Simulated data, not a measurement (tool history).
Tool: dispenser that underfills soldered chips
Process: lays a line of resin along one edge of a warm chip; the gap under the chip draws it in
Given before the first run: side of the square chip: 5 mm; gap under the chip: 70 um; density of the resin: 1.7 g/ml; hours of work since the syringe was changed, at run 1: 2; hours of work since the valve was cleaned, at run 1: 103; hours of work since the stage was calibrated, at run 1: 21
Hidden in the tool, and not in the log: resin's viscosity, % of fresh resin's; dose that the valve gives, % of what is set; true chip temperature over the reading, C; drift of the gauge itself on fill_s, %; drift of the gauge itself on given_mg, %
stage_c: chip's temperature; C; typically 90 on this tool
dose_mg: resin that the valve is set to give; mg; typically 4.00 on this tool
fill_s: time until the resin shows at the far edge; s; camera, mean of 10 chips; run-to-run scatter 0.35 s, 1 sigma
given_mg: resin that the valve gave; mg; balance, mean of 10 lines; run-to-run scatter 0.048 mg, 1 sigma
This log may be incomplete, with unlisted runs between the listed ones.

run   hour  stage_c  dose_mg  hours of work since the syringe was changed  hours of work since the valve was cleaned  hours of work since the stage was calibrated  fill_s  given_mg
  1    0.0       90     4.00                                            2                                        103                                            21    22.5      3.78
  2    4.3       90     4.00                                            5                                        106                                            24    28.7      3.75
  3    8.7       96     4.00                                            8                                        109                                            27    30.0      3.78
  4   11.7       90     4.00                                           10                                        111                                            29    44.2      3.76
      13.9  -- new syringe of resin
  5   17.0       90     4.00                                            2                                        114                                            33    22.8      3.78
  6   20.6       90     4.00                                            5                                        117                                            35    28.8      3.78
  7   24.6       77     4.00                                            7                                        120                                            38    61.7      3.75
  8   27.6       83     4.00                                            9                                        122                                            40    56.8      3.69
      30.8  -- new syringe of resin
  9   31.5       83     4.18                                            1                                        124                                            42    25.6      3.99
 10   36.2       83     4.18                                            4                                        127                                            45    34.9      3.96
 11   39.5       85     4.00                                            6                                        129                                            48    38.8      3.66
 12   45.0       90     3.75                                           10                                        133                                            51    45.9      3.39
      47.6  -- new syringe of resin
 13   49.3       90     3.75                                            1                                        136                                            54    21.5      3.53
 14   54.7       90     3.75                                            5                                        140                                            58    29.8      3.44
      57.3  -- dispensing valve cleaned and set on the balance
 15   58.5       90     3.75                                            7                                          1                                            60    34.0      3.72
 16   61.9      102     4.00                                            9                                          3                                            62    25.8      4.01
 17   64.3      102     4.00                                           11                                          5                                            63    29.5      3.97
      65.5  -- new syringe of resin
 18   68.1       81     4.71                                            2                                          7                                            66    30.4      4.67
 19   72.1       92     4.65                                            4                                         10                                            68    25.4      4.62
 20   76.3       92     4.65                                            7                                         13                                            71    32.0      4.56
 21   81.2       92     4.65                                           11                                         16                                            75    43.3      4.59
      82.4  -- new syringe of resin
 22   85.0       99     4.48                                            2                                         18                                            77    15.4      4.44
 23   89.9       90     3.46                                            5                                         22                                            80    31.0      3.37
 24   95.4      100     4.00                                            9                                         25                                            84    28.3      3.90
      99.3  -- new syringe of resin
 25   99.3      104     4.13                                            0                                         28                                            87    11.4      3.99
 26  104.7       95     4.80                                            4                                         31                                            90    21.4      4.70
 27  110.4       91     4.80                                            7                                         35                                            94    33.9      4.62
 28  113.3       91     4.80                                            9                                         37                                            96    41.1      4.69
     116.1  -- new syringe of resin
 29  119.0       83     3.56                                            2                                         41                                           100    30.6      3.51
 30  123.0       83     3.56                                            5                                         44                                           102    39.1      3.44
 31  125.3       80     4.72                                            6                                         45                                           104    46.7      4.63
 32  129.6      104     3.44                                            9                                         48                                           107    26.3      3.37
     133.1  -- new syringe of resin
 33  133.7      104     3.44                                            0                                         51                                           109    12.4      3.26
 34  138.9      104     4.49                                            4                                         54                                           113    15.6      4.37

Predict each of these 5 candidate next runs independently; none follows another, all start after run 34:
  A  142.8      105     4.00                                            7                                         57                                           116       ?         ?
  B  142.8       95     4.01                                            7                                         57                                           116       ?         ?
  C  142.8      104     4.44                                            7                                         57                                           116       ?         ?
  D  142.8       78     5.09                                            7                                         57                                           116       ?         ?
  E  142.8       89     3.76                                            7                                         57                                           116       ?         ?

run  fill_s  given_mg
  A    19.5      3.90
  B    27.8      3.88
  C    19.3      4.31
  D    52.7      4.99
  E    35.8      3.67
What these runs would have given with no unlogged condition in the tool:
run  fill_s  given_mg
  A    10.5      4.02
  B    14.6      4.00
  C    10.3      4.44
  D    28.3      5.14
  E    19.0      3.79
